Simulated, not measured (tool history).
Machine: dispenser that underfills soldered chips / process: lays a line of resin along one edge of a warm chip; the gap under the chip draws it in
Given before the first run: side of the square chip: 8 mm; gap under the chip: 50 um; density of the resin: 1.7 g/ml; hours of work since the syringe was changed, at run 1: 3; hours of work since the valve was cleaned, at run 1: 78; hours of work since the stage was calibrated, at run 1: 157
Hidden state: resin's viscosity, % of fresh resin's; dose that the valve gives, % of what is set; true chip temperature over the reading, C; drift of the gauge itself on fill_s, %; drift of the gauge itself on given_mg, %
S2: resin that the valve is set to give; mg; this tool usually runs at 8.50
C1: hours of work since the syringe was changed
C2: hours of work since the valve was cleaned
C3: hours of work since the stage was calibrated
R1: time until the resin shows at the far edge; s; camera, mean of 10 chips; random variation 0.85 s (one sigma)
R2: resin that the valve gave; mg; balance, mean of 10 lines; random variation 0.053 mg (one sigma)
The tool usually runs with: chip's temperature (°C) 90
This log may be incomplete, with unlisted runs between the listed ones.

run 1 hour=0.0 | chip's_temperature_(°C)=90 S2=8.50 | C1=3 C2=78 C3=157 | R1=91.2 R2=8.02
-- hour=4.9 dispensing valve cleaned and set on the balance
run 2 hour=5.5 | chip's_temperature_(°C)=90 S2=8.50 | C1=6 C2=0 C3=160 | R1=103.9 R2=8.50
-- hour=11.7 new syringe of resin
run 3 hour=11.8 | chip's_temperature_(°C)=90 S2=8.50 | C1=0 C2=4 C3=163 | R1=75.7 R2=8.42
run 4 hour=18.1 | chip's_temperature_(°C)=90 S2=8.50 | C1=4 C2=8 C3=167 | R1=92.8 R2=8.43
run 5 hour=23.9 | chip's_temperature_(°C)=90 S2=8.50 | C1=8 C2=12 C3=171 | R1=115.4 R2=8.34
-- hour=27.3 new syringe of resin
run 6 hour=27.9 | chip's_temperature_(°C)=90 S2=8.50 | C1=0 C2=14 C3=173 | R1=78.8 R2=8.33
run 7 hour=32.5 | chip's_temperature_(°C)=91 S2=8.50 | C1=3 C2=17 C3=176 | R1=88.2 R2=8.39
run 8 hour=40.6 | chip's_temperature_(°C)=91 S2=8.50 | C1=8 C2=22 C3=181 | R1=114.8 R2=8.31
-- hour=42.7 new syringe of resin
run 9 hour=47.9 | chip's_temperature_(°C)=80 S2=7.90 | C1=3 C2=26 C3=185 | R1=132.6 R2=7.74
run 10 hour=55.3 | chip's_temperature_(°C)=86 S2=7.55 | C1=8 C2=31 C3=190 | R1=139.2 R2=7.41

Below, some changes in R1 between adjacent runs. For each, the amount present without the hidden state too (settings, incoming material, random variation) and the amount remaining for the hidden state with gauge scatter not shared by both compared results:
Run 5 -> 6: new syringe of resin. R1 -36.6 s: hidden state -35.2, all else -1.4.
